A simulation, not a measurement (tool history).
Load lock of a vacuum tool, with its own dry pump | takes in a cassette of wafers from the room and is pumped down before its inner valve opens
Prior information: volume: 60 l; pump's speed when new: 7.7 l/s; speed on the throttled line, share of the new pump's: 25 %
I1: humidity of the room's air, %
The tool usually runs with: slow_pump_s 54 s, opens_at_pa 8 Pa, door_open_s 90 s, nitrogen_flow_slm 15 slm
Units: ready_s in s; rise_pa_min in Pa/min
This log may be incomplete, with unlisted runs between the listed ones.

run 1 hour=0 | slow_pump_s=54 opens_at_pa=8 door_open_s=90 nitrogen_flow_slm=15 | I1=44.2 | ready_s=117.8 rise_pa_min=0.598
run 2 hour=209.3 | slow_pump_s=54 opens_at_pa=8 door_open_s=90 nitrogen_flow_slm=15 | I1=43.9 | ready_s=118.8 rise_pa_min=0.598
run 3 hour=521.2 | slow_pump_s=54 opens_at_pa=8 door_open_s=90 nitrogen_flow_slm=15 | I1=48.8 | ready_s=119.5 rise_pa_min=0.63
run 4 hour=901.5 | slow_pump_s=54 opens_at_pa=8 door_open_s=90 nitrogen_flow_slm=15 | I1=47.6 | ready_s=119.4 rise_pa_min=0.651
run 5 hour=1262.5 | slow_pump_s=54 opens_at_pa=8 door_open_s=90 nitrogen_flow_slm=15 | I1=44.5 | ready_s=118.3 rise_pa_min=0.668
run 6 hour=1666.2 | slow_pump_s=54 opens_at_pa=8 door_open_s=90 nitrogen_flow_slm=9 | I1=44.6 | ready_s=119.9 rise_pa_min=0.7
run 7 hour=2101.2 | slow_pump_s=54 opens_at_pa=8 door_open_s=90 nitrogen_flow_slm=15 | I1=44.1 | ready_s=120.8 rise_pa_min=0.714
run 8 hour=2522.8 | slow_pump_s=54 opens_at_pa=8 door_open_s=90 nitrogen_flow_slm=15 | I1=42.4 | ready_s=121 rise_pa_min=0.734
run 9 hour=2847 | slow_pump_s=54 opens_at_pa=10 door_open_s=33 nitrogen_flow_slm=15 | I1=46.5 | ready_s=119.6 rise_pa_min=0.037
run 10 hour=3058.2 | slow_pump_s=54 opens_at_pa=10 door_open_s=33 nitrogen_flow_slm=15 | I1=49.2 | ready_s=118.3 rise_pa_min=0.039
run 11 hour=3453 | slow_pump_s=54 opens_at_pa=10 door_open_s=206 nitrogen_flow_slm=15 | I1=46.5 | ready_s=120.9 rise_pa_min=0.129
run 12 hour=3712.9 | slow_pump_s=52 opens_at_pa=10 door_open_s=222 nitrogen_flow_slm=20 | I1=46.5 | ready_s=119.8 rise_pa_min=0.122
run 13 hour=4113.1 | slow_pump_s=52 opens_at_pa=10 door_open_s=222 nitrogen_flow_slm=20 | I1=44.7 | ready_s=121 rise_pa_min=0.127

The log once held 1 entry between its listed runs, left out of this copy. Where does each go, and what is different about the tool's unlogged condition between the listed run before it and the listed run after it?
In the gap between runs 8 and 9: door's seal changed, seat wiped (hour 2568.2)
  pump's speed, % of a new pump's: 88.9 -> 88.2; leak at the door's seal, Pa l/s: 0.6772 -> 0.0059
  measured value less the no-hidden-state value, ready_s: +7.6 -> +7.8 s; rise_pa_min: +0.675 -> +0.004 Pa/min
